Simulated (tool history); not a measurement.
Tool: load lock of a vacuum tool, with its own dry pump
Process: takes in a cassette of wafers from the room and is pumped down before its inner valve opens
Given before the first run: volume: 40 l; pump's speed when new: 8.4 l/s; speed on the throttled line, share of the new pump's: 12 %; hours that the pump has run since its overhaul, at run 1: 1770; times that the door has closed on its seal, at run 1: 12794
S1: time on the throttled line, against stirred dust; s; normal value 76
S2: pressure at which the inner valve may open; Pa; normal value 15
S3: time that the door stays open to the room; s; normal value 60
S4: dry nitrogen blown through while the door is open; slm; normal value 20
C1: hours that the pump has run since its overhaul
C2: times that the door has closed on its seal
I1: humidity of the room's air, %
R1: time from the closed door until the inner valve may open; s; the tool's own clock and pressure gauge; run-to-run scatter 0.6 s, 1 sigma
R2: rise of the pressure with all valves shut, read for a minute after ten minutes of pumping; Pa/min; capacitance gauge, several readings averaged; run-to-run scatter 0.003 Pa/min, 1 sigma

run 1 hour=0 | S1=76 S2=15 S3=60 S4=20 | C1=1770 C2=12794 | I1=44 | R1=109.3 R2=0.076
run 2 hour=174.2 | S1=76 S2=15 S3=60 S4=20 | C1=1945 C2=13007 | I1=49 | R1=110.4 R2=0.079
run 3 hour=533.2 | S1=76 S2=15 S3=60 S4=7 | C1=2304 C2=13447 | I1=42.8 | R1=109.7 R2=0.09
run 4 hour=744.4 | S1=69 S2=15 S3=60 S4=7 | C1=2515 C2=13706 | I1=45.2 | R1=104 R2=0.085
run 5 hour=931.3 | S1=76 S2=15 S3=60 S4=20 | C1=2702 C2=13935 | I1=44.9 | R1=110.6 R2=0.08
run 6 hour=1325.2 | S1=76 S2=15 S3=60 S4=20 | C1=3096 C2=14418 | I1=43.3 | R1=111.3 R2=0.087
run 7 hour=1675.9 | S1=76 S2=15 S3=60 S4=20 | C1=3446 C2=14848 | I1=45.5 | R1=110 R2=0.084
run 8 hour=1995.9 | S1=76 S2=15 S3=60 S4=20 | C1=3766 C2=15240 | I1=44.5 | R1=110.2 R2=0.09
run 9 hour=2261.8 | S1=76 S2=15 S3=60 S4=20 | C1=4032 C2=15566 | I1=41.6 | R1=111.4 R2=0.091
run 10 hour=2608 | S1=76 S2=15 S3=55 S4=20 | C1=4378 C2=15990 | I1=43.3 | R1=110.7 R2=0.091
run 11 hour=2876.1 | S1=76 S2=15 S3=55 S4=20 | C1=4647 C2=16319 | I1=48.3 | R1=111.1 R2=0.093
run 12 hour=3170.9 | S1=151 S2=15 S3=60 S4=20 | C1=4941 C2=16680 | I1=48.2 | R1=175.5 R2=0.101
run 13 hour=3552.1 | S1=151 S2=15 S3=60 S4=20 | C1=5323 C2=17147 | I1=44.1 | R1=176.8 R2=0.103
run 14 hour=3767.7 | S1=151 S2=15 S3=60 S4=20 | C1=5538 C2=17412 | I1=44.3 | R1=176.9 R2=0.1
run 15 hour=4131.2 | S1=76 S2=15 S3=60 S4=4 | C1=5902 C2=17857 | I1=45.7 | R1=111.8 R2=0.119
run 16 hour=4521.2 | S1=76 S2=15 S3=54 S4=20 | C1=6292 C2=18335 | I1=44.3 | R1=112.8 R2=0.107
run 17 hour=4750.3 | S1=76 S2=15 S3=54 S4=20 | C1=6521 C2=18616 | I1=47 | R1=112.1 R2=0.113
run 18 hour=5047.5 | S1=76 S2=15 S3=54 S4=20 | C1=6818 C2=18980 | I1=44.6 | R1=113.6 R2=0.109
run 19 hour=5400 | S1=76 S2=16 S3=112 S4=20 | C1=7170 C2=19412 | I1=47.6 | R1=112.1 R2=0.127
run 20 hour=5766 | S1=76 S2=16 S3=112 S4=20 | C1=7536 C2=19861 | I1=44 | R1=112.1 R2=0.132
run 21 hour=5954.2 | S1=76 S2=16 S3=112 S4=20 | C1=7725 C2=20092 | I1=43.8 | R1=112.6 R2=0.128
run 22 hour=6130.5 | S1=76 S2=16 S3=112 S4=20 | C1=7901 C2=20308 | I1=44.3 | R1=113.2 R2=0.127
run 23 hour=6406.4 | S1=63 S2=16 S3=212 S4=20 | C1=8177 C2=20646 | I1=45.4 | R1=102.3 R2=0.144
run 24 hour=6685 | S1=63 S2=16 S3=212 S4=20 | C1=8455 C2=20987 | I1=45.5 | R1=102.4 R2=0.139
run 25 hour=7077 | S1=63 S2=16 S3=212 S4=20 | C1=8847 C2=21468 | I1=47.8 | R1=102.8 R2=0.144
run 26 hour=7256.2 | S1=63 S2=16 S3=212 S4=20 | C1=9027 C2=21687 | I1=45.9 | R1=102.7 R2=0.144
-- hour=7362.4 dry pump taken out, an overhauled one fitted
run 27 hour=7474.4 | S1=63 S2=16 S3=212 S4=20 | C1=112 C2=21947 | I1=43.9 | R1=98.2 R2=0.145
run 28 hour=7858 | S1=69 S2=15 S3=60 S4=20 | C1=496 C2=22418 | I1=46.6 | R1=104.6 R2=0.133
run 29 hour=8020.8 | S1=69 S2=15 S3=60 S4=20 | C1=658 C2=22617 | I1=42.7 | R1=103.2 R2=0.139
run 30 hour=8315.4 | S1=69 S2=27 S3=60 S4=4 | C1=953 C2=22978 | I1=46.3 | R1=101 R2=0.147
run 31 hour=8692.1 | S1=69 S2=10 S3=128 S4=7 | C1=1330 C2=23440 | I1=45.8 | R1=105.8 R2=0.159
run 32 hour=9052.8 | S1=76 S2=15 S3=50 S4=20 | C1=1690 C2=23882 | I1=45.8 | R1=109.6 R2=0.146
run 33 hour=9226.3 | S1=76 S2=15 S3=69 S4=20 | C1=1864 C2=24095 | I1=47.2 | R1=109.5 R2=0.15

Here are 4 independent what-if runs from the current tool condition. What would each one return?
run A hour=9572.3 | S1=76 S2=15 S3=60 S4=7 | C1=2210 C2=24519 | I1=45.8 | R1=? R2=?
run B hour=9572.3 | S1=76 S2=24 S3=153 S4=25 | C1=2210 C2=24519 | I1=39.7 | R1=? R2=?
run C hour=9572.3 | S1=40 S2=16 S3=60 S4=17 | C1=2210 C2=24519 | I1=46.9 | R1=? R2=?
run D hour=9572.3 | S1=133 S2=15 S3=60 S4=6 | C1=2210 C2=24519 | I1=41.9 | R1=? R2=?

run=A R1=109.5 R2=0.159
run=B R1=108.5 R2=0.156
run=C R1=78.8 R2=0.152
run=D R1=158.8 R2=0.161
The same runs, with their run-to-run variation unchanged, on a tool lacking any hidden condition would have given:
run=A R1=107.8 R2=0.042
run=B R1=106.9 R2=0.038
run=C R1=76.8 R2=0.036
run=D R1=157.4 R2=0.042
